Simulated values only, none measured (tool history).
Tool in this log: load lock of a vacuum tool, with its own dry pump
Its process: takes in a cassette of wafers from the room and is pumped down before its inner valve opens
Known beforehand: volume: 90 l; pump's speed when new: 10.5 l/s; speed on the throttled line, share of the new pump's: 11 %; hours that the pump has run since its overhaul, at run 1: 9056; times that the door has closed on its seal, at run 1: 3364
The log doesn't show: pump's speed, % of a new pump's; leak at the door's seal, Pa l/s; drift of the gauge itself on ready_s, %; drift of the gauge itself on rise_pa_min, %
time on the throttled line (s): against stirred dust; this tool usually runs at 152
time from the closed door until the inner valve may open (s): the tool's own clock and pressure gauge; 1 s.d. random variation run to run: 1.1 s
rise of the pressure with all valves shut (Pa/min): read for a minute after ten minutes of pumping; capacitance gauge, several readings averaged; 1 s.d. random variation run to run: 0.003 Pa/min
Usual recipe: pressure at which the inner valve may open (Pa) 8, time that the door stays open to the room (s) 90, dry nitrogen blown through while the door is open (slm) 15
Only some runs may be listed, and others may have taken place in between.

| run | hour | time on the throttled line (s) | pressure at which the inner valve may open (Pa) | time that the door stays open to the room (s) | dry nitrogen blown through while the door is open (slm) | hours that the pump has run since its overhaul | times that the door has closed on its seal | incoming humidity of the room's air, % | time from the closed door until the inner valve may open (s) | rise of the pressure with all valves shut (Pa/min) |
|---|---|---|---|---|---|---|---|---|---|---|
| 1 | 0 | 152 | 8 | 90 | 15 | 9056 | 3364 | 44.6 | 218.5 | 0.022 |
| 2 | 399.3 | 152 | 8 | 90 | 15 | 9455 | 3843 | 42.3 | 218.2 | 0.022 |
|  | 464.1 | dry pump taken out, an overhauled one fitted |
| 3 | 780 | 152 | 8 | 90 | 21 | 316 | 4294 | 42.4 | 217.6 | 0.009 |
| 4 | 1205.2 | 152 | 8 | 90 | 44 | 741 | 4804 | 44.9 | 216.4 | 0.013 |
| 5 | 1584.2 | 152 | 8 | 90 | 44 | 1120 | 5260 | 43.4 | 218.6 | 0.018 |
| 6 | 1807.2 | 152 | 8 | 90 | 44 | 1343 | 5528 | 44.5 | 217.2 | 0.009 |
| 7 | 2182.9 | 152 | 8 | 90 | 44 | 1719 | 5979 | 43.9 | 218 | 0.015 |
| 8 | 2617.7 | 152 | 8 | 90 | 44 | 2154 | 6501 | 47.6 | 217.9 | 0.012 |
| 9 | 2887.6 | 225 | 8 | 90 | 8 | 2424 | 6825 | 42.8 | 280 | 0.022 |
| 10 | 3229.9 | 81 | 8 | 90 | 15 | 2766 | 7237 | 44.5 | 154.1 | 0.025 |
| 11 | 3562.9 | 114 | 14 | 135 | 13 | 3099 | 7637 | 48.6 | 176.1 | 0.03 |

Below are 3 alternative next runs, each starting from the tool's condition after run 11. Predict each:
| A | 3938.6 | 214 | 8 | 31 | 19 | 3474 | 8088 | 43 | ? | ? |
| B | 3938.6 | 152 | 8 | 90 | 5 | 3474 | 8088 | 45.7 | ? | ? |
| C | 3938.6 | 93 | 15 | 90 | 15 | 3474 | 8088 | 45.1 | ? | ? |

| run | time from the closed door until the inner valve may open (s) | rise of the pressure with all valves shut (Pa/min) |
|---|---|---|
| A | 272.2 | 0.001 |
| B | 216 | 0.033 |
| C | 158.8 | 0.019 |
With no hidden state in the tool, these same runs would have given:
| run | time from the closed door until the inner valve may open (s) | rise of the pressure with all valves shut (Pa/min) |
|---|---|---|
| A | 272.2 | 0.001 |
| B | 215.9 | 0.033 |
| C | 158.7 | 0.019 |
